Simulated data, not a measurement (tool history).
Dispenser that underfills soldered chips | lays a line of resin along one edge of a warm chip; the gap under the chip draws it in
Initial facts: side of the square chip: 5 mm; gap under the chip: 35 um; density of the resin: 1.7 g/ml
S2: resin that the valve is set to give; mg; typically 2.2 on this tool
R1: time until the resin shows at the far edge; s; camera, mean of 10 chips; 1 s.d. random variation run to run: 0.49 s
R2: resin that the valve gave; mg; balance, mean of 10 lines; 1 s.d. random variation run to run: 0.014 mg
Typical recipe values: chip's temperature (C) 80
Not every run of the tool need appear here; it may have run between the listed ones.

{"run": 1, "day": 0.0, "chip's temperature (C)": 80, "S2": 2.2, "R1": 55.7, "R2": 2.14}
{"run": 2, "day": 0.083, "chip's temperature (C)": 80, "S2": 2.59, "R1": 59.9, "R2": 2.52}
{"day": 0.217, "done": "new syringe of resin"}
{"run": 3, "day": 0.275, "chip's temperature (C)": 80, "S2": 2.39, "R1": 41.7, "R2": 2.32}
{"run": 4, "day": 0.429, "chip's temperature (C)": 80, "S2": 2.39, "R1": 50.6, "R2": 2.33}
{"run": 5, "day": 0.567, "chip's temperature (C)": 80, "S2": 2.39, "R1": 59.3, "R2": 2.28}
{"run": 6, "day": 0.679, "chip's temperature (C)": 80, "S2": 2.39, "R1": 69.5, "R2": 2.31}
{"day": 0.7, "done": "new syringe of resin"}
{"run": 7, "day": 0.825, "chip's temperature (C)": 80, "S2": 2.39, "R1": 46.1, "R2": 2.29}
{"run": 8, "day": 0.958, "chip's temperature (C)": 80, "S2": 2.39, "R1": 54.6, "R2": 2.3}
{"run": 9, "day": 1.142, "chip's temperature (C)": 80, "S2": 2.38, "R1": 69.5, "R2": 2.27}
{"day": 1.188, "done": "new syringe of resin"}
{"run": 10, "day": 1.317, "chip's temperature (C)": 80, "S2": 2.38, "R1": 45.6, "R2": 2.29}
{"run": 11, "day": 1.446, "chip's temperature (C)": 80, "S2": 2.2, "R1": 54.9, "R2": 2.09}
{"run": 12, "day": 1.642, "chip's temperature (C)": 80, "S2": 2.2, "R1": 69.6, "R2": 2.09}
{"day": 1.683, "done": "new syringe of resin"}
{"run": 13, "day": 1.821, "chip's temperature (C)": 80, "S2": 2.2, "R1": 47.6, "R2": 2.08}
{"run": 14, "day": 1.954, "chip's temperature (C)": 90, "S2": 2.2, "R1": 38.1, "R2": 2.12}
{"run": 15, "day": 2.067, "chip's temperature (C)": 90, "S2": 2.2, "R1": 43.5, "R2": 2.1}
{"day": 2.179, "done": "new syringe of resin"}
{"run": 16, "day": 2.258, "chip's temperature (C)": 80, "S2": 2.2, "R1": 44.2, "R2": 2.09}
{"run": 17, "day": 2.342, "chip's temperature (C)": 80, "S2": 2.2, "R1": 49.1, "R2": 2.1}
{"run": 18, "day": 2.446, "chip's temperature (C)": 80, "S2": 2.2, "R1": 55.8, "R2": 2.1}
{"run": 19, "day": 2.538, "chip's temperature (C)": 80, "S2": 2.2, "R1": 63.9, "R2": 2.09}
{"day": 2.679, "done": "new syringe of resin"}
{"run": 20, "day": 2.75, "chip's temperature (C)": 80, "S2": 2.2, "R1": 43.2, "R2": 2.1}
{"run": 21, "day": 2.871, "chip's temperature (C)": 76, "S2": 2.83, "R1": 58.1, "R2": 2.67}
{"day": 2.971, "done": "dispensing valve cleaned and set on the balance"}
{"run": 22, "day": 3.088, "chip's temperature (C)": 93, "S2": 2.2, "R1": 37.3, "R2": 2.19}
{"day": 3.204, "done": "new syringe of resin"}
{"run": 23, "day": 3.217, "chip's temperature (C)": 93, "S2": 2.14, "R1": 23, "R2": 2.12}
{"run": 24, "day": 3.329, "chip's temperature (C)": 93, "S2": 2.14, "R1": 27.2, "R2": 2.11}
{"run": 25, "day": 3.483, "chip's temperature (C)": 93, "S2": 2.14, "R1": 32.9, "R2": 2.11}
{"run": 26, "day": 3.629, "chip's temperature (C)": 93, "S2": 2.14, "R1": 39.9, "R2": 2.13}
{"day": 3.692, "done": "new syringe of resin"}
{"run": 27, "day": 3.762, "chip's temperature (C)": 90, "S2": 2.79, "R1": 28.2, "R2": 2.77}
{"run": 28, "day": 3.938, "chip's temperature (C)": 79, "S2": 2.04, "R1": 56.6, "R2": 2.02}
{"run": 29, "day": 4.083, "chip's temperature (C)": 68, "S2": 2.53, "R1": 106.9, "R2": 2.47}
{"day": 4.183, "done": "new syringe of resin"}
{"run": 30, "day": 4.292, "chip's temperature (C)": 68, "S2": 2.53, "R1": 74.1, "R2": 2.49}
{"run": 31, "day": 4.408, "chip's temperature (C)": 93, "S2": 2.63, "R1": 31.1, "R2": 2.58}
{"run": 32, "day": 4.512, "chip's temperature (C)": 93, "S2": 2.63, "R1": 35.2, "R2": 2.61}
{"day": 4.675, "done": "new syringe of resin"}
{"run": 33, "day": 4.708, "chip's temperature (C)": 68, "S2": 2.81, "R1": 67, "R2": 2.79}
{"run": 34, "day": 4.888, "chip's temperature (C)": 68, "S2": 2.81, "R1": 82.7, "R2": 2.77}
{"run": 35, "day": 5.083, "chip's temperature (C)": 68, "S2": 2.81, "R1": 104.9, "R2": 2.75}
{"day": 5.167, "done": "new syringe of resin"}
{"run": 36, "day": 5.217, "chip's temperature (C)": 68, "S2": 2.81, "R1": 65.8, "R2": 2.75}

3 ways to go on from here, each from the tool as it stands after run 36. What would each give?
{"run": "A", "day": 5.308, "chip's temperature (C)": 90, "S2": 2.43, "R1": "?", "R2": "?"}
{"run": "B", "day": 5.308, "chip's temperature (C)": 75, "S2": 2.11, "R1": "?", "R2": "?"}
{"run": "C", "day": 5.308, "chip's temperature (C)": 66, "S2": 2.17, "R1": "?", "R2": "?"}

run=A R1=30.7 R2=2.38
run=B R1=58.3 R2=2.1
run=C R1=86 R2=2.13
What these runs would have given with no unlogged condition in the tool:
run=A R1=25.9 R2=2.43
run=B R1=49.1 R2=2.15
run=C R1=72.6 R2=2.18
